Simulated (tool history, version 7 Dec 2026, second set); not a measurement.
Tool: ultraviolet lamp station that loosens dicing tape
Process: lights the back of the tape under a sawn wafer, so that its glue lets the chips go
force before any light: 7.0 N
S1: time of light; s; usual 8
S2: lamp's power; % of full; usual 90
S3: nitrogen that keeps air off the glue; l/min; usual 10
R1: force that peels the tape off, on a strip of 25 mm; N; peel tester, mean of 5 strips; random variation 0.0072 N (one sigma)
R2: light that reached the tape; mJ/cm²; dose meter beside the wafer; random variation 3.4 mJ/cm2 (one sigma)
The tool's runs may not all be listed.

run	hour	S1	S2	S3	R1	R2
1	0	8	90	10	0.297	503
2	4.2	8	90	9	0.316	507
3	8.6	8	98	10	0.269	547
4	18.1	5	90	10	0.66	319
5	23.6	5	90	10	0.65	311
6	31.4	5	90	10	0.675	311
7	36.6	5	90	10	0.686	317
8	43.4	7	90	10	0.366	435
9	52.6	8	90	10	0.294	495
10	61.6	8	90	10	0.291	498
11	70.4	8	90	10	0.306	491
12	79.7	8	61	10	0.61	330
13	84.8	8	61	10	0.582	332
14	92.3	8	71	10	0.456	382
15	98.1	8	71	10	0.453	384
16	103.9	8	71	10	0.477	382
17	112.9	8	71	10	0.477	381
18	119.5	8	71	10	0.461	382
19	128.5	8	76	10	0.42	406
20	135.7	8	76	10	0.422	405
21	145.7	8	90	10	0.313	478
22	153.5	6	90	10	0.532	350
23	161.7	13	95	7	0.227	793
24	171.1	6	83	4	1.153	322
25	179.6	5	90	10	0.772	292
26	189.5	5	82	7	1.18	265
27	199.3	5	82	7	1.171	261
28	203.3	5	82	7	1.169	260
29	213.2	4	72	12	1.19	208
30	220.9	4	72	12	1.194	209
31	230.6	5	85	5	1.097	311
32	237.7	5	80	20	0.524	287
33	247.3	5	80	20	0.545	286
34	254.1	8	72	12	0.36	412
35	261.4	14	90	4	0.225	900
36	270.1	14	90	4	0.223	898
37	277	8	67	4	0.901	384
38	281.3	15	69	5	0.25	738
39	291	15	69	5	0.249	723
40	298.7	6	76	13	0.532	316
41	304.8	6	91	4	0.874	383
42	309.3	8	73	8	0.476	409
43	315.5	8	61	10	0.581	341
44	324.5	8	61	10	0.588	346

Not shown: 2 entries that the log had between the listed runs. Between which runs, and how does the tool's hidden state differ before and after?
Between runs 21 and 22: window cleaned of glue's vapour (hour 147.1)
  lamp's light, % of a new lamp's: 96.2 -> 96; light that the window lets through, % of a clean one's: 89.4 -> 87.6
  measured less the result without the state, R1: +0.057 -> +0.146 N; R2: -79 -> -66 mJ/cm²
Between runs 28 and 29: window cleaned of glue's vapour, once more (hour 205.1)
  lamp's light, % of a new lamp's: 95.2 -> 95.1; light that the window lets through, % of a clean one's: 86.5 -> 99.4
  measured less the result without the state, R1: +0.329 -> +0.103 N; R2: -56 -> -12 mJ/cm²
